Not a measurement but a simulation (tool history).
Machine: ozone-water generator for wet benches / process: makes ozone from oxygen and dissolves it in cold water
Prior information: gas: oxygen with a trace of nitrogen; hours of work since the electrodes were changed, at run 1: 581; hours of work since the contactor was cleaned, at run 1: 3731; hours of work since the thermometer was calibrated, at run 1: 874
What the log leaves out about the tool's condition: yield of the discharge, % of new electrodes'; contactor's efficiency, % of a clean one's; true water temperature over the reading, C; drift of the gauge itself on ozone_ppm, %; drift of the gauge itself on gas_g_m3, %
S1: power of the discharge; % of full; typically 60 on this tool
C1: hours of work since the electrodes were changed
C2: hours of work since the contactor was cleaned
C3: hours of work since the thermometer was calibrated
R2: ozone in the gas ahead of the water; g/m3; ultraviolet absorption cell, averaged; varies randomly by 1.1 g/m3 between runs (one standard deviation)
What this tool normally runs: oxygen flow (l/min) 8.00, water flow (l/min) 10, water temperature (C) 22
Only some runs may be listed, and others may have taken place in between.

run 1 hour=0.0 | S1=60 oxygen_flow_(l/min)=8.00 water_flow_(l/min)=10 water_temperature_(C)=22 | C1=581 C2=3731 C3=874 | dissolved_ozone_(ppm)=25.9 R2=193.5
run 2 hour=34.5 | S1=60 oxygen_flow_(l/min)=8.00 water_flow_(l/min)=10 water_temperature_(C)=22 | C1=613 C2=3763 C3=906 | dissolved_ozone_(ppm)=25.9 R2=192.3
run 3 hour=95.3 | S1=60 oxygen_flow_(l/min)=8.00 water_flow_(l/min)=10 water_temperature_(C)=22 | C1=670 C2=3820 C3=963 | dissolved_ozone_(ppm)=25.9 R2=193.5
run 4 hour=126.7 | S1=60 oxygen_flow_(l/min)=8.00 water_flow_(l/min)=10 water_temperature_(C)=22 | C1=699 C2=3850 C3=993 | dissolved_ozone_(ppm)=25.9 R2=193.8
run 5 hour=190.3 | S1=60 oxygen_flow_(l/min)=8.00 water_flow_(l/min)=7 water_temperature_(C)=22 | C1=759 C2=3909 C3=1052 | dissolved_ozone_(ppm)=31.1 R2=194.3
run 6 hour=229.6 | S1=67 oxygen_flow_(l/min)=8.00 water_flow_(l/min)=10 water_temperature_(C)=22 | C1=796 C2=3946 C3=1089 | dissolved_ozone_(ppm)=27.8 R2=207.6
run 7 hour=275.6 | S1=60 oxygen_flow_(l/min)=8.00 water_flow_(l/min)=16 water_temperature_(C)=22 | C1=839 C2=3989 C3=1132 | dissolved_ozone_(ppm)=19.3 R2=194.0
run 8 hour=306.0 | S1=60 oxygen_flow_(l/min)=6.75 water_flow_(l/min)=10 water_temperature_(C)=22 | C1=867 C2=4017 C3=1160 | dissolved_ozone_(ppm)=26.6 R2=209.5
run 9 hour=332.6 | S1=60 oxygen_flow_(l/min)=6.75 water_flow_(l/min)=10 water_temperature_(C)=22 | C1=892 C2=4042 C3=1185 | dissolved_ozone_(ppm)=26.2 R2=210.6
run 10 hour=381.3 | S1=65 oxygen_flow_(l/min)=6.82 water_flow_(l/min)=8 water_temperature_(C)=14 | C1=938 C2=4088 C3=1231 | dissolved_ozone_(ppm)=37.9 R2=216.9
run 11 hour=416.7 | S1=86 oxygen_flow_(l/min)=4.52 water_flow_(l/min)=8 water_temperature_(C)=14 | C1=971 C2=4121 C3=1264 | dissolved_ozone_(ppm)=45.9 R2=308.8

For run 12, what comes out?
run 12 hour=444.2 | S1=60 oxygen_flow_(l/min)=8.00 water_flow_(l/min)=10 water_temperature_(C)=19 | C1=996 C2=4147 C3=1290 | dissolved_ozone_(ppm)=? R2=?

Run 12 yielded dissolved ozone (ppm) 27.9, R2 194.4 g/m3.
Minus the tool's unlogged condition, the same run would have read dissolved ozone (ppm) 28.0, R2 192.6 g/m3.
